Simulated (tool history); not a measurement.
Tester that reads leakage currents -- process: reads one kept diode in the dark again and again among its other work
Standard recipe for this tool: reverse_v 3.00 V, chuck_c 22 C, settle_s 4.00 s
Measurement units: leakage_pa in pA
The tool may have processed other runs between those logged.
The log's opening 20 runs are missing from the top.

| run | hour | reverse_v | chuck_c | settle_s | hours of work since the probe card was cleaned | hours of work since the tester was calibrated | hours of work since the chuck was calibrated | leakage_pa |
|---|---|---|---|---|---|---|---|---|
|  | 653.6 | probe card cleaned and baked |
| 21 | 661.3 | 3.06 | 22 | 4.00 | 4 | 677 | 278 | 25.40 |
| 22 | 689.6 | 1.38 | 22 | 2.82 | 21 | 693 | 294 | 16.82 |
| 23 | 717.2 | 1.29 | 22 | 2.82 | 37 | 709 | 310 | 16.27 |
| 24 | 747.6 | 1.29 | 23 | 1.20 | 54 | 726 | 327 | 17.95 |
| 25 | 770.1 | 2.68 | 22 | 9.02 | 67 | 739 | 340 | 23.79 |
| 26 | 799.2 | 2.68 | 22 | 9.02 | 84 | 756 | 357 | 23.79 |
| 27 | 846.8 | 1.42 | 47 | 4.00 | 111 | 783 | 384 | 151.06 |
| 28 | 880.1 | 1.42 | 31 | 4.00 | 130 | 802 | 403 | 38.89 |
| 29 | 901.7 | 8.22 | 22 | 7.70 | 142 | 815 | 416 | 43.60 |
| 30 | 947.8 | 3.43 | 22 | 4.00 | 169 | 841 | 442 | 27.43 |
| 31 | 981.1 | 2.74 | 42 | 5.71 | 188 | 860 | 461 | 140.17 |
| 32 | 1000.8 | 2.34 | 42 | 1.59 | 199 | 872 | 473 | 129.18 |
| 33 | 1043.7 | 3.90 | 42 | 1.59 | 224 | 896 | 497 | 168.00 |
| 34 | 1084.4 | 3.00 | 50 | 4.00 | 247 | 920 | 521 | 279.99 |
| 35 | 1108.3 | 3.00 | 50 | 4.00 | 261 | 933 | 534 | 280.02 |
| 36 | 1134.9 | 3.00 | 25 | 3.99 | 276 | 949 | 550 | 33.71 |
| 37 | 1156.1 | 3.00 | 25 | 3.99 | 289 | 961 | 562 | 33.76 |
| 38 | 1186.1 | 3.00 | 25 | 3.99 | 306 | 978 | 579 | 33.94 |
| 39 | 1230.7 | 3.00 | 25 | 3.99 | 331 | 1004 | 605 | 33.78 |
| 40 | 1256.6 | 6.05 | 59 | 0.34 | 346 | 1019 | 619 | 802.38 |
| 41 | 1279.4 | 6.05 | 59 | 0.34 | 359 | 1032 | 633 | 798.41 |

3 options for the next run, each taken on its own from the tool as it stands now. Forecast them:
| A | 1321.6 | 7.62 | 59 | 0.34 | 384 | 1056 | 657 | ? |
| B | 1321.6 | 15.61 | 32 | 2.11 | 384 | 1056 | 657 | ? |
| C | 1321.6 | 3.00 | 46 | 4.00 | 384 | 1056 | 657 | ? |

| run | leakage_pa |
|---|---|
| A | 897.10 |
| B | 152.25 |
| C | 201.92 |
Stripped of hidden state, with their random variation kept, the same runs would have yielded:
| run | leakage_pa |
|---|---|
| A | 936.87 |
| B | 148.97 |
| C | 210.68 |
